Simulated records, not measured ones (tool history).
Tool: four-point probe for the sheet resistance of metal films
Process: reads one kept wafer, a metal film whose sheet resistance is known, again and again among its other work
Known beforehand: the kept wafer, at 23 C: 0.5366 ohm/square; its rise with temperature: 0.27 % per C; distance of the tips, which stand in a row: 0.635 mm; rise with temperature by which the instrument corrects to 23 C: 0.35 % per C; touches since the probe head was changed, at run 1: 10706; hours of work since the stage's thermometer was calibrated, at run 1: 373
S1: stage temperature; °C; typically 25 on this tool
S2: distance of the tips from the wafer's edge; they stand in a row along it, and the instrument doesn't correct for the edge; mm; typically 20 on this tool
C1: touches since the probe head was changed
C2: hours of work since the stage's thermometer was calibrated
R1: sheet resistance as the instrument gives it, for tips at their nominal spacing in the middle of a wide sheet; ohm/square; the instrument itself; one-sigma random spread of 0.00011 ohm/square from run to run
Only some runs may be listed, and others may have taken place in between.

run	hour	S1	S2	C1	C2	R1
1	0.0	25	20	10706	373	0.536069
2	24.0	25	20	10981	384	0.536168
3	41.9	31	20	11186	392	0.533737
4	71.1	31	20	11519	405	0.533590
5	97.9	25	20	11826	417	0.536118
6	127.4	25	20	12163	430	0.535887
7	146.9	25	20	12386	439	0.536069
8	168.9	25	20	12638	449	0.535890
9	190.6	30	20	12885	458	0.534215
10	229.9	30	20	13335	476	0.534057
11	250.0	25	20	13564	485	0.536126
12	290.2	25	20	14024	503	0.536011
13	311.3	25	20	14266	512	0.535955
14	343.2	25	5	14630	527	0.540362
15	365.0	25	5	14880	536	0.540415
16	385.1	25	5	15110	545	0.540535
17	421.9	25	20	15530	562	0.536149
18	450.0	29	20	15852	574	0.534146
19	477.8	25	20	16169	587	0.536004
20	500.8	25	20	16433	597	0.536028
21	536.6	25	20	16842	613	0.536123
22	571.5	25	20	17242	629	0.536039
23	604.3	25	20	17616	643	0.535917
24	631.9	33	3	17932	656	0.545140
25	653.0	21	11	18173	665	0.538334
26	683.3	21	11	18520	679	0.538573
27	705.2	30	37	18770	689	0.533979
28	742.9	23	19	19201	705	0.536697
29	767.0	23	19	19477	716	0.536992
30	794.6	23	19	19792	729	0.536927
31	828.4	23	19	20179	744	0.536895
32	858.8	25	10	20526	757	0.536895
33	898.4	27	9	20979	775	0.536266
34	926.3	27	9	21298	787	0.536423
35	955.6	28	23	21633	801	0.534597
36	973.1	19	5	21834	808	0.543158
37	1008.2	19	14	22235	824	0.538820
38	1028.2	34	61	22464	833	0.532023
39	1069.8	34	61	22939	852	0.532166
40	1091.7	18	74	23189	861	0.538749
41	1110.5	31	7	23405	870	0.535642
42	1146.8	28	9	23820	886	0.535956
43	1167.6	21	32	24057	895	0.537482
44	1198.8	27	33	24414	909	0.535140
45	1232.3	28	56	24797	924	0.534558

Alternative continuations, all from the tool just after run 45; predict every row:
A	1274.9	21	35	25284	943	?
B	1274.9	25	20	25284	943	?
C	1274.9	25	7	25284	943	?
D	1274.9	35	20	25284	943	?

run	R1
A	0.537490
B	0.536021
C	0.538165
D	0.532140
With no hidden state in the tool, these same runs would have given:
run	R1
A	0.537496
B	0.536027
C	0.538171
D	0.532146
